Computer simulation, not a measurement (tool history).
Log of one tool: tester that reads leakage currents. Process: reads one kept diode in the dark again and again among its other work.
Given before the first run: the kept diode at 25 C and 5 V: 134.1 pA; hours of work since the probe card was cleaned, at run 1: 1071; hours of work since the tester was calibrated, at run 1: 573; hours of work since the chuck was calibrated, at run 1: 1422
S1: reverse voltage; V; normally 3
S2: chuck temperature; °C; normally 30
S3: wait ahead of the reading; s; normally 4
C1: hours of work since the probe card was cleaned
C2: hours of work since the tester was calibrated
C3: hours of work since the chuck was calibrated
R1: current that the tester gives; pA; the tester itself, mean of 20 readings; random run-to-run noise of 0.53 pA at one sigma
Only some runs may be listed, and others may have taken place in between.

run,hour,S1,S2,S3,C1,C2,C3,R1
1,0,3,30,4,1071,573,1422,174.55
# hour 9: probe card cleaned and baked
2,62.2,3,30,0.3,37,614,1463,175.1
3,116.1,3,30,0.3,74,651,1500,175.85
4,143.3,3,30,0.84,93,670,1519,174.74
5,174.1,3,30,0.84,114,691,1540,174.63
6,218.2,3,30,4,144,721,1571,174.89
7,281.6,3,29,2.86,188,765,1615,159.33
8,317.8,2.75,29,2.86,213,790,1640,152.4
9,369.3,16.12,46,7.73,249,826,1675,1389.82

Run 10 has not been measured yet. What should we expect?
# hour 393.8: chuck's temperature calibrated
10,404.5,2.87,53,3.49,271,849,7,?

{"run 10": {"R1": 1225.65}}
Minus the tool's unlogged condition, the same run would have read R1 1225.69 pA.

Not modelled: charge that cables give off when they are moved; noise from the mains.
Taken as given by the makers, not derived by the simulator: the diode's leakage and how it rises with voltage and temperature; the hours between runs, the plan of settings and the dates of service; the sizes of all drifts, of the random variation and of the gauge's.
